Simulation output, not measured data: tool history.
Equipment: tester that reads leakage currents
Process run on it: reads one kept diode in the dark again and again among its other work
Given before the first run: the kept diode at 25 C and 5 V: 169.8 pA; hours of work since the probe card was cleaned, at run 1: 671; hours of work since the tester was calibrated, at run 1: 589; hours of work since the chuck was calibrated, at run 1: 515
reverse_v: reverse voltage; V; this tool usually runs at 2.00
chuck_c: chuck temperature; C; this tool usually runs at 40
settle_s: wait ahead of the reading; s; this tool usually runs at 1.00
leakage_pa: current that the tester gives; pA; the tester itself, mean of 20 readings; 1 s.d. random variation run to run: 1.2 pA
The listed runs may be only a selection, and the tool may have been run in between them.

run,day,reverse_v,chuck_c,settle_s,hours of work since the probe card was cleaned,hours of work since the tester was calibrated,hours of work since the chuck was calibrated,leakage_pa
1,0.000,2.00,40,1.00,671,589,515,433.83
2,2.538,2.00,40,1.00,711,629,555,439.29
3,4.421,2.00,40,1.00,740,659,584,438.19
4,7.021,2.00,40,1.00,781,699,625,440.18
5,8.550,2.00,40,1.00,805,723,649,441.64
6,10.600,2.00,40,1.00,837,755,681,439.74
7,12.838,2.00,40,2.44,872,790,716,440.54
8,14.442,2.00,40,1.00,897,815,741,442.96
9,16.646,2.00,40,1.00,931,850,776,443.77
10,19.492,2.00,40,1.00,976,894,820,446.93
11,21.562,2.00,40,1.00,1008,926,852,447.78
12,24.192,2.00,40,1.00,1049,968,893,450.79
13,26.971,2.00,40,1.00,1092,1011,937,451.12
14,29.933,2.00,40,1.00,1139,1057,983,450.83
15,31.354,2.00,40,1.24,1161,1080,1005,452.13
16,33.629,4.16,40,1.00,1197,1115,1041,677.55
17,36.575,4.16,40,1.00,1243,1161,1087,684.83
18,38.375,4.16,40,1.00,1271,1189,1115,686.02
# day 38.717: chuck's temperature calibrated
19,39.712,4.16,40,1.00,1290,1209,16,705.86
20,41.454,4.16,40,1.00,1318,1236,43,703.82
# day 43.267: probe card cleaned and baked
21,44.117,1.55,40,0.80,13,1276,82,410.97
22,45.579,9.26,21,1.36,36,1299,105,186.36
23,48.412,2.38,22,1.00,80,1343,150,97.71
24,49.629,18.75,22,1.00,99,1362,169,304.84
25,51.046,1.12,52,0.33,122,1384,191,959.27
26,53.854,2.56,53,1.25,166,1428,235,1629.65
27,55.592,6.06,21,0.52,193,1455,262,150.61
# day 55.892: chuck's temperature calibrated, once more
28,57.429,14.44,41,0.82,220,1483,24,1356.22
29,59.317,5.69,26,0.38,250,1512,54,204.90
30,61.121,2.77,26,0.68,278,1540,82,138.19
31,63.667,2.77,29,3.63,318,1580,122,183.19
32,66.146,7.91,29,1.26,356,1619,160,328.27
33,67.538,2.00,28,1.00,378,1641,182,140.69
34,70.529,2.40,22,1.63,425,1687,229,87.14
35,73.071,1.05,22,6.29,465,1727,269,55.75
36,74.550,1.17,24,0.33,488,1750,292,72.04
37,76.479,1.17,25,0.33,518,1780,322,79.33
38,78.721,2.47,43,7.85,553,1815,357,626.46

3 ways to go on from here, each from the tool as it stands after run 38. What would each give?
A,81.675,2.00,35,1.58,599,1862,403,?
B,81.675,3.75,40,1.00,599,1862,403,?
C,81.675,2.47,31,2.52,599,1862,403,?

run,leakage_pa
A,275.54
B,608.74
C,214.92
The same runs, with their run-to-run variation unchanged, on a tool lacking any hidden condition would have given:
run,leakage_pa
A,265.10
B,586.56
C,206.43
